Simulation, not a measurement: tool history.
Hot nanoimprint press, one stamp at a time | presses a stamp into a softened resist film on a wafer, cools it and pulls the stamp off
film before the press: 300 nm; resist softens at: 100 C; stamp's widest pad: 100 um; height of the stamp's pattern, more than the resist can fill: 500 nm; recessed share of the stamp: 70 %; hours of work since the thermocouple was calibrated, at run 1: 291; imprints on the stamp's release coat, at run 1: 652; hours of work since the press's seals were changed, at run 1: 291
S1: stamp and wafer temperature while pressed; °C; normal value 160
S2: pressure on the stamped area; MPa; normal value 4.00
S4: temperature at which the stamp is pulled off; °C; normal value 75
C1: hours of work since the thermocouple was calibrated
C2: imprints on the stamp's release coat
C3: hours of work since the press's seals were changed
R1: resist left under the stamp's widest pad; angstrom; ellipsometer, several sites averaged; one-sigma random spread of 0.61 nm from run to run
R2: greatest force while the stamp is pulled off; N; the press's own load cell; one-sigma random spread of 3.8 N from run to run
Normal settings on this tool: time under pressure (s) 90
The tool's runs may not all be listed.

Run 1, hour 0.0: usual settings; C1 291; C2 652; C3 291. Result: R1 1104 angstrom, R2 215 N.
Run 2, hour 14.7: usual settings but S4 78 °C; C1 301; C2 699; C3 301. Result: R1 1098 angstrom, R2 203 N.
Run 3, hour 25.6: usual settings but S4 78 °C; C1 309; C2 734; C3 309. Result: R1 1092 angstrom, R2 211 N.
Run 4, hour 36.0: usual settings but S4 78 °C; C1 316; C2 767; C3 316. Result: R1 1077 angstrom, R2 220 N.
Run 5, hour 43.8: usual settings but time under pressure (s) 148, S4 78 °C; C1 322; C2 793; C3 322. Result: R1 914 angstrom, R2 212 N.
Run 6, hour 51.5: usual settings but S1 152 °C; C1 327; C2 818; C3 327. Result: R1 1470 angstrom, R2 232 N.
Run 7, hour 60.5: usual settings but S1 151 °C, time under pressure (s) 70, S4 65 °C; C1 333; C2 847; C3 333. Result: R1 1672 angstrom, R2 296 N.
At hour 64.1: plate thermocouple calibrated.
Run 8, hour 72.3: usual settings but S1 151 °C, S2 5.88 MPa, time under pressure (s) 79, S4 73 °C; C1 6; C2 875; C3 340. Result: R1 1316 angstrom, R2 242 N.
Run 9, hour 83.2: usual settings but S1 167 °C, S2 3.33 MPa, time under pressure (s) 67; C1 13; C2 910; C3 347. Result: R1 1038 angstrom, R2 226 N.
Run 10, hour 92.5: usual settings but S1 150 °C, S2 4.07 MPa, time under pressure (s) 55; C1 20; C2 940; C3 354. Result: R1 1819 angstrom, R2 239 N.
Run 11, hour 106.2: usual settings but S2 4.18 MPa, time under pressure (s) 71, S4 81 °C; C1 30; C2 984; C3 364. Result: R1 1148 angstrom, R2 197 N.

Predict each of these 4 candidate next runs independently; none follows another, all start after run 11:
Run A, hour 112.8: usual settings but S4 79 °C; C1 34; C2 1005; C3 368. Result: R1 ?, R2 ?.
Run B, hour 112.8: usual settings but time under pressure (s) 101; C1 34; C2 1005; C3 368. Result: R1 ?, R2 ?.
Run C, hour 112.8: usual settings but S2 4.18 MPa, time under pressure (s) 95, S4 81 °C; C1 34; C2 1005; C3 368. Result: R1 ?, R2 ?.
Run D, hour 112.8: usual settings; C1 34; C2 1005; C3 368. Result: R1 ?, R2 ?.

run    R1   R2
  A  1073  211
  B  1019  237
  C  1033  201
  D  1063  241
Take away the tool's hidden state, keep each run's random variation, and the runs would have read:
run    R1   R2
  A  1145  162
  B  1088  181
  C  1102  154
  D  1134  183
